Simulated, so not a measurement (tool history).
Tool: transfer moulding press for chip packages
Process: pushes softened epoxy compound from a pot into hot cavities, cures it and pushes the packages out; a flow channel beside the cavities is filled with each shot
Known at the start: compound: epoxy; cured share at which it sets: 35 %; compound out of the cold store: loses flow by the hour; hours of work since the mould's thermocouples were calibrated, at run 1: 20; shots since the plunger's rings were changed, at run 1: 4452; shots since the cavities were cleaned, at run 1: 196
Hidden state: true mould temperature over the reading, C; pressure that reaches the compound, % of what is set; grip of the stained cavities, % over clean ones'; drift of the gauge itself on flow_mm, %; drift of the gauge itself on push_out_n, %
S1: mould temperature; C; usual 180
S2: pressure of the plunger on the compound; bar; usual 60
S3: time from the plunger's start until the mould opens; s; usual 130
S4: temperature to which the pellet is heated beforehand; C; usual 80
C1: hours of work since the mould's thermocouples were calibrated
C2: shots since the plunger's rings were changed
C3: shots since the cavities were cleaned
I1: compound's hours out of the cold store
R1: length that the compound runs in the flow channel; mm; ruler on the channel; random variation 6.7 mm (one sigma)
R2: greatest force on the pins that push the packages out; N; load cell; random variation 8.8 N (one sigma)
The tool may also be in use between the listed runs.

run 1 day=0 | S1=180 S2=60 S3=130 S4=80 | C1=20 C2=4452 C3=196 | I1=35.9 | R1=784 R2=584
run 2 day=0.821 | S1=180 S2=60 S3=130 S4=80 | C1=33 C2=4638 C3=382 | I1=45.5 | R1=748 R2=649
-- day=1.096 cavities cleaned with cleaning compound and waxed
run 3 day=2.7 | S1=180 S2=51.4 S3=130 S4=80 | C1=61 C2=5050 C3=364 | I1=25.5 | R1=745 R2=681
-- day=3.142 cavities cleaned with cleaning compound and waxed
run 4 day=4.179 | S1=180 S2=60 S3=130 S4=76 | C1=83 C2=5372 C3=236 | I1=37.6 | R1=767 R2=648
-- day=5.071 cavities cleaned with cleaning compound and waxed
run 5 day=6.071 | S1=180 S2=60 S3=130 S4=76 | C1=111 C2=5786 C3=226 | I1=35.8 | R1=769 R2=597
-- day=7.004 cavities cleaned with cleaning compound and waxed
run 6 day=7.433 | S1=180 S2=60 S3=130 S4=76 | C1=131 C2=6081 C3=98 | I1=27.4 | R1=790 R2=490
run 7 day=8.721 | S1=180 S2=60 S3=130 S4=76 | C1=151 C2=6373 C3=390 | I1=12.3 | R1=839 R2=720
-- day=9.038 cavities cleaned with cleaning compound and waxed
run 8 day=10.429 | S1=180 S2=60 S3=130 S4=80 | C1=176 C2=6746 C3=315 | I1=19.4 | R1=808 R2=666
-- day=11.062 cavities cleaned with cleaning compound and waxed
-- day=11.417 plunger's sealing rings changed
run 9 day=11.9 | S1=180 S2=60 S3=130 S4=82 | C1=196 C2=110 C3=166 | I1=38.1 | R1=788 R2=557
-- day=13.121 cavities cleaned with cleaning compound and waxed
run 10 day=13.462 | S1=175 S2=60 S3=130 S4=80 | C1=219 C2=450 C3=78 | I1=12.1 | R1=892 R2=692
-- day=15.1 cavities cleaned with cleaning compound and waxed
run 11 day=15.25 | S1=175 S2=60 S3=130 S4=80 | C1=246 C2=841 C3=34 | I1=38.3 | R1=797 R2=566
run 12 day=16.917 | S1=180 S2=60 S3=130 S4=80 | C1=271 C2=1219 C3=412 | I1=34.3 | R1=804 R2=701
-- day=17.104 cavities cleaned with cleaning compound and waxed
run 13 day=18.854 | S1=180 S2=60 S3=130 S4=80 | C1=300 C2=1644 C3=397 | I1=35.1 | R1=783 R2=715
-- day=19.038 cavities cleaned with cleaning compound and waxed
run 14 day=20.442 | S1=180 S2=60 S3=130 S4=87 | C1=324 C2=1990 C3=319 | I1=40.6 | R1=777 R2=643
-- day=21.038 cavities cleaned with cleaning compound and waxed
run 15 day=21.396 | S1=180 S2=60 S3=115 S4=80 | C1=337 C2=2192 C3=81 | I1=12.5 | R1=858 R2=602
-- day=21.633 mould's thermocouples calibrated
run 16 day=22.671 | S1=182 S2=60 S3=113 S4=80 | C1=16 C2=2462 C3=351 | I1=19.8 | R1=846 R2=806
-- day=23.133 cavities cleaned with cleaning compound and waxed
run 17 day=23.542 | S1=180 S2=60 S3=125 S4=89 | C1=28 C2=2646 C3=93 | I1=23.9 | R1=818 R2=513
run 18 day=24.808 | S1=185 S2=60 S3=169 S4=89 | C1=48 C2=2933 C3=380 | I1=9.9 | R1=855 R2=577
-- day=25.15 cavities cleaned with cleaning compound and waxed
run 19 day=25.921 | S1=185 S2=49.7 S3=119 S4=89 | C1=64 C2=3171 C3=175 | I1=35.7 | R1=708 R2=524
-- day=26.588 mould's thermocouples calibrated, once more
-- day=27.192 cavities cleaned with cleaning compound and waxed
run 20 day=27.254 | S1=185 S2=49.7 S3=119 S4=89 | C1=9 C2=3440 C3=14 | I1=17.4 | R1=761 R2=379
run 21 day=28.333 | S1=185 S2=49.7 S3=119 S4=89 | C1=26 C2=3685 C3=259 | I1=41 | R1=689 R2=572
-- day=29.171 cavities cleaned with cleaning compound and waxed
run 22 day=29.654 | S1=176 S2=62.2 S3=119 S4=84 | C1=45 C2=3970 C3=109 | I1=26.9 | R1=832 R2=770
-- day=31.238 cavities cleaned with cleaning compound and waxed
run 23 day=31.375 | S1=182 S2=65.3 S3=116 S4=72 | C1=71 C2=4346 C3=31 | I1=37.3 | R1=804 R2=449
run 24 day=32.675 | S1=176 S2=59.1 S3=124 S4=75 | C1=91 C2=4641 C3=326 | I1=22.9 | R1=831 R2=996
-- day=33.246 cavities cleaned with cleaning compound and waxed
run 25 day=33.975 | S1=176 S2=59.1 S3=124 S4=75 | C1=110 C2=4922 C3=166 | I1=23.9 | R1=823 R2=808
run 26 day=34.896 | S1=176 S2=59.1 S3=124 S4=75 | C1=124 C2=5130 C3=374 | I1=25.3 | R1=810 R2=952

Hidden state at the last listed run before each entry between runs and at the first one after, where it differs:
Between runs 2 and 3: cavities cleaned with cleaning compound and waxed (day 1.096)
  true mould temperature over the reading, C: 0.17 -> 0.12; pressure that reaches the compound, % of what is set: 93.04 -> 92.46; grip of the stained cavities, % over clean ones': 80.6 -> 77
  measured less the result without the state, R1: -28 -> -30 mm; R2: +285 -> +296 N
Between runs 3 and 4: cavities cleaned with cleaning compound and waxed (day 3.142)
  true mould temperature over the reading, C: 0.12 -> 0.08; pressure that reaches the compound, % of what is set: 92.46 -> 92.05; grip of the stained cavities, % over clean ones': 77 -> 58.6
  measured less the result without the state, R1: -30 -> -33 mm; R2: +296 -> +235 N
Between runs 4 and 5: cavities cleaned with cleaning compound and waxed (day 5.071)
  true mould temperature over the reading, C: 0.08 -> 0.03; pressure that reaches the compound, % of what is set: 92.05 -> 91.45; grip of the stained cavities, % over clean ones': 58.6 -> 58.1
  measured less the result without the state, R1: -33 -> -35 mm; R2: +235 -> +218 N
Between runs 5 and 6: cavities cleaned with cleaning compound and waxed (day 7.004)
  true mould temperature over the reading, C: 0.03 -> 0; pressure that reaches the compound, % of what is set: 91.45 -> 91.05; grip of the stained cavities, % over clean ones': 58.1 -> 30.4
  measured less the result without the state, R1: -35 -> -38 mm; R2: +218 -> +115 N
Between runs 7 and 8: cavities cleaned with cleaning compound and waxed (day 9.038)
  true mould temperature over the reading, C: -0.03 -> -0.08; pressure that reaches the compound, % of what is set: 90.64 -> 90.12; grip of the stained cavities, % over clean ones': 80.9 -> 70.3
  measured less the result without the state, R1: -42 -> -43 mm; R2: +323 -> +276 N
Between runs 8 and 9: cavities cleaned with cleaning compound and waxed (day 11.062); plunger's sealing rings changed (day 11.417)
  true mould temperature over the reading, C: -0.08 -> -0.11; pressure that reaches the compound, % of what is set: 90.12 -> 99.75; grip of the stained cavities, % over clean ones': 70.3 -> 45
  measured less the result without the state, R1: -43 -> +0 mm; R2: +276 -> +177 N
Between runs 9 and 10: cavities cleaned with cleaning compound and waxed (day 13.121)
  true mould temperature over the reading, C: -0.11 -> -0.15; pressure that reaches the compound, % of what is set: 99.75 -> 99.27; grip of the stained cavities, % over clean ones': 45 -> 25.2
  measured less the result without the state, R1: +0 -> -2 mm; R2: +177 -> +146 N
Between runs 10 and 11: cavities cleaned with cleaning compound and waxed (day 15.1)
  true mould temperature over the reading, C: -0.15 -> -0.2; pressure that reaches the compound, % of what is set: 99.27 -> 98.73; grip of the stained cavities, % over clean ones': 25.2 -> 10.6
  measured less the result without the state, R1: -2 -> -4 mm; R2: +146 -> +61 N
Between runs 12 and 13: cavities cleaned with cleaning compound and waxed (day 17.104)
  true mould temperature over the reading, C: -0.24 -> -0.3; pressure that reaches the compound, % of what is set: 98.21 -> 97.58; grip of the stained cavities, % over clean ones': 85 -> 80.7
  measured less the result without the state, R1: -7 -> -8 mm; R2: +325 -> +321 N
Between runs 13 and 14: cavities cleaned with cleaning compound and waxed (day 19.038)
  true mould temperature over the reading, C: -0.3 -> -0.34; pressure that reaches the compound, % of what is set: 97.58 -> 97.08; grip of the stained cavities, % over clean ones': 80.7 -> 72.3
  measured less the result without the state, R1: -8 -> -11 mm; R2: +321 -> +273 N
Between runs 14 and 15: cavities cleaned with cleaning compound and waxed (day 21.038)
  true mould temperature over the reading, C: -0.34 -> -0.36; pressure that reaches the compound, % of what is set: 97.08 -> 96.8; grip of the stained cavities, % over clean ones': 72.3 -> 24.3
  measured less the result without the state, R1: -11 -> -12 mm; R2: +273 -> +132 N
Between runs 15 and 16: mould's thermocouples calibrated (day 21.633)
  true mould temperature over the reading, C: -0.36 -> -0.55; pressure that reaches the compound, % of what is set: 96.8 -> 96.44; grip of the stained cavities, % over clean ones': 24.3 -> 77.6
  measured less the result without the state, R1: -12 -> -14 mm; R2: +132 -> +368 N
Between runs 16 and 17: cavities cleaned with cleaning compound and waxed (day 23.133)
  true mould temperature over the reading, C: -0.55 -> -0.57; pressure that reaches the compound, % of what is set: 96.44 -> 96.2; grip of the stained cavities, % over clean ones': 77.6 -> 27.3
  measured less the result without the state, R1: -14 -> -14 mm; R2: +368 -> +125 N
Between runs 18 and 19: cavities cleaned with cleaning compound and waxed (day 25.15)
  true mould temperature over the reading, C: -0.6 -> -0.64; pressure that reaches the compound, % of what is set: 95.83 -> 95.49; grip of the stained cavities, % over clean ones': 81.4 -> 46.5
  measured less the result without the state, R1: -16 -> -14 mm; R2: +257 -> +172 N
Between runs 19 and 20: mould's thermocouples calibrated, once more (day 26.588); cavities cleaned with cleaning compound and waxed (day 27.192)
  true mould temperature over the reading, C: -0.64 -> 0.07; pressure that reaches the compound, % of what is set: 95.49 -> 95.1; grip of the stained cavities, % over clean ones': 46.5 -> 8.1
  measured less the result without the state, R1: -14 -> -20 mm; R2: +172 -> +27 N
Between runs 21 and 22: cavities cleaned with cleaning compound and waxed (day 29.171)
  true mould temperature over the reading, C: 0.04 -> 0; pressure that reaches the compound, % of what is set: 94.76 -> 94.35; grip of the stained cavities, % over clean ones': 61.1 -> 33.1
  measured less the result without the state, R1: -19 -> -25 mm; R2: +214 -> +191 N
Between runs 22 and 23: cavities cleaned with cleaning compound and waxed (day 31.238)
  true mould temperature over the reading, C: 0 -> -0.04; pressure that reaches the compound, % of what is set: 94.35 -> 93.82; grip of the stained cavities, % over clean ones': 33.1 -> 11.6
  measured less the result without the state, R1: -25 -> -26 mm; R2: +191 -> +48 N
Between runs 24 and 25: cavities cleaned with cleaning compound and waxed (day 33.246)
  true mould temperature over the reading, C: -0.07 -> -0.11; pressure that reaches the compound, % of what is set: 93.41 -> 93.01; grip of the stained cavities, % over clean ones': 75 -> 43
  measured less the result without the state, R1: -29 -> -30 mm; R2: +431 -> +248 N

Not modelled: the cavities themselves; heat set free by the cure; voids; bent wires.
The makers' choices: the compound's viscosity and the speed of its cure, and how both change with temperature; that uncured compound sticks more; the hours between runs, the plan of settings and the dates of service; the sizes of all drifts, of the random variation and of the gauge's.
